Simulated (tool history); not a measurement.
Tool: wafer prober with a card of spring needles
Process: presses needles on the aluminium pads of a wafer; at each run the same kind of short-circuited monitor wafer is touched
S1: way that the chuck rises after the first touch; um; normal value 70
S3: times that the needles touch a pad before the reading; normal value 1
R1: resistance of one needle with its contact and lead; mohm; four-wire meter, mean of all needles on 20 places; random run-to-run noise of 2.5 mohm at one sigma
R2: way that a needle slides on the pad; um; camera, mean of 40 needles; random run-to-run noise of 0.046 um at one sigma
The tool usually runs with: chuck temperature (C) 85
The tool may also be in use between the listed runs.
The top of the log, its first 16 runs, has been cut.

-- hour=320.3 tips cleaned on abrasive film
run 17 hour=320.3 | S1=70 chuck_temperature_(C)=85 S3=1 | R1=289 R2=15.21
-- hour=338.5 tips cleaned on abrasive film
run 18 hour=340.7 | S1=65 chuck_temperature_(C)=33 S3=1 | R1=289 R2=14.15
run 19 hour=353.6 | S1=65 chuck_temperature_(C)=33 S3=1 | R1=322 R2=14.17
-- hour=357.4 tips cleaned on abrasive film
run 20 hour=367.3 | S1=88 chuck_temperature_(C)=91 S3=2 | R1=300 R2=19.14
-- hour=375.7 tips cleaned on abrasive film
run 21 hour=391.9 | S1=79 chuck_temperature_(C)=98 S3=2 | R1=316 R2=17.15
-- hour=394.5 tips cleaned on abrasive film
run 22 hour=404.1 | S1=79 chuck_temperature_(C)=26 S3=1 | R1=302 R2=17.17
-- hour=413.7 tips cleaned on abrasive film
run 23 hour=420.4 | S1=70 chuck_temperature_(C)=99 S3=1 | R1=320 R2=15.17
-- hour=423.2 height of the first contact set anew
-- hour=433.3 tips cleaned on abrasive film
run 24 hour=441 | S1=71 chuck_temperature_(C)=33 S3=2 | R1=283 R2=15.59
-- hour=452.5 tips cleaned on abrasive film
run 25 hour=453 | S1=70 chuck_temperature_(C)=85 S3=2 | R1=288 R2=15.34
-- hour=471.1 tips cleaned on abrasive film
run 26 hour=478.4 | S1=87 chuck_temperature_(C)=85 S3=1 | R1=315 R2=19.09
-- hour=489.7 tips cleaned on abrasive film
run 27 hour=505.9 | S1=73 chuck_temperature_(C)=63 S3=2 | R1=307 R2=15.97
-- hour=509.6 tips cleaned on abrasive film
-- hour=528.1 tips cleaned on abrasive film
run 28 hour=530 | S1=80 chuck_temperature_(C)=71 S3=1 | R1=291 R2=17.5
-- hour=547.2 tips cleaned on abrasive film
run 29 hour=556.1 | S1=79 chuck_temperature_(C)=85 S3=1 | R1=321 R2=17.22
-- hour=566.7 tips cleaned on abrasive film
run 30 hour=579.2 | S1=83 chuck_temperature_(C)=29 S3=2 | R1=298 R2=18.15
-- hour=585 tips cleaned on abrasive film
run 31 hour=601.5 | S1=83 chuck_temperature_(C)=29 S3=2 | R1=298 R2=18.06

Run 32 is up next; what results do you expect?
-- hour=603.3 tips cleaned on abrasive film
run 32 hour=615.8 | S1=50 chuck_temperature_(C)=88 S3=1 | R1=? R2=?

{"run 32": {"R1": 355, "R2": 10.8}}
If the tool had no hidden condition, the same run with the same run-to-run variation would have returned R1 285 mohm, R2 11.01 um.

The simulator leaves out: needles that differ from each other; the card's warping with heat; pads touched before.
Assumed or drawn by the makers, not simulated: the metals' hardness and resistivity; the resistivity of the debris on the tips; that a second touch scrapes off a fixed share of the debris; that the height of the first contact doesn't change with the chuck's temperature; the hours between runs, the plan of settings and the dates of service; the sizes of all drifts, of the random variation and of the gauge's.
